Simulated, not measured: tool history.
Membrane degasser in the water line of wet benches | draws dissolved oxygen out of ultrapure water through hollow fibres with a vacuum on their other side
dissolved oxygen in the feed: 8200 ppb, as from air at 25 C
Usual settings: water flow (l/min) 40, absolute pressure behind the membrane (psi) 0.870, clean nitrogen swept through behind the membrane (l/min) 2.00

run    hour  water flow (l/min)  absolute pressure behind the membrane (psi)  clean nitrogen swept through behind the membrane (l/min)  dissolved oxygen in the water behind the degasser (ppb)  pressure that the water loses in the fibres (psi)
  1     0.0                  40                                        0.870                                                      2.00                                                    148.5                                              8.196
  2   156.9                  40                                        0.870                                                      2.00                                                    148.1                                              8.135
  3   249.0                  40                                        0.870                                                      2.00                                                    148.0                                              8.182
  4   354.4                  40                                        0.870                                                      1.87                                                    155.3                                              8.163
  5   435.0                  40                                        0.870                                                      1.87                                                    156.8                                              8.184
  6   598.6                  40                                        0.870                                                      1.87                                                    155.8                                              8.183
  7   707.6                  40                                        0.870                                                      1.87                                                    154.5                                              8.206
  8   866.2                  34                                        0.870                                                      1.87                                                    123.0                                              6.949
  9   945.9                  34                                        0.870                                                      1.87                                                    123.8                                              6.955
 10  1104.9                  40                                        2.055                                                      2.00                                                    488.2                                              8.128
 11  1181.5                  40                                        2.055                                                      2.00                                                    486.1                                              8.221
 12  1321.5                  40                                        2.055                                                      2.00                                                    487.7                                              8.174
 13  1471.7                  40                                        2.055                                                      2.00                                                    487.3                                              8.169
 14  1560.2                  36                                        2.170                                                      2.22                                                    430.4                                              7.391
 15  1677.6                  54                                        2.170                                                      1.07                                                   1076.2                                             11.048
 16  1761.2                  54                                        2.052                                                      5.02                                                    356.1                                             11.059
 17  1871.2                  40                                        1.346                                                      2.77                                                    222.7                                              8.176
 18  1963.4                  40                                        1.346                                                      2.77                                                    221.2                                              8.174
 19  2049.8                  40                                        1.346                                                      2.77                                                    222.3                                              8.169
 20  2177.9                  26                                        1.346                                                      4.94                                                     79.3                                              5.333
 21  2247.5                  43                                        0.801                                                      2.00                                                    144.1                                              8.756
 22  2315.8                  43                                        0.680                                                      2.00                                                    105.3                                              8.792
 23  2460.3                  43                                        0.680                                                      2.00                                                    106.0                                              8.779
 24  2604.4                  32                                        1.519                                                      2.53                                                    216.2                                              6.554
 25  2698.7                  51                                        1.519                                                      2.53                                                    382.3                                             10.440
 26  2835.5                  44                                        1.086                                                      2.91                                                    186.1                                              8.939

4 ways to go on from here, each from the tool as it stands after run 26. What would each give?
  A  2994.1                  26                                        0.608                                                      2.64                                                        ?                                                  ?
  B  2994.1                  40                                        0.870                                                      2.62                                                        ?                                                  ?
  C  2994.1                  63                                        0.870                                                      2.00                                                        ?                                                  ?
  D  2994.1                  35                                        1.371                                                      1.26                                                        ?                                                  ?

run  dissolved oxygen in the water behind the degasser (ppb)  pressure that the water loses in the fibres (psi)
  A                                                     25.1                                              5.324
  B                                                    123.6                                              8.193
  C                                                    334.6                                             12.891
  D                                                    369.0                                              7.166
Without the tool's hidden state the same runs would have given:
run  dissolved oxygen in the water behind the degasser (ppb)  pressure that the water loses in the fibres (psi)
  A                                                     24.9                                              5.321
  B                                                    123.4                                              8.189
  C                                                    334.0                                             12.885
  D                                                    368.7                                              7.163
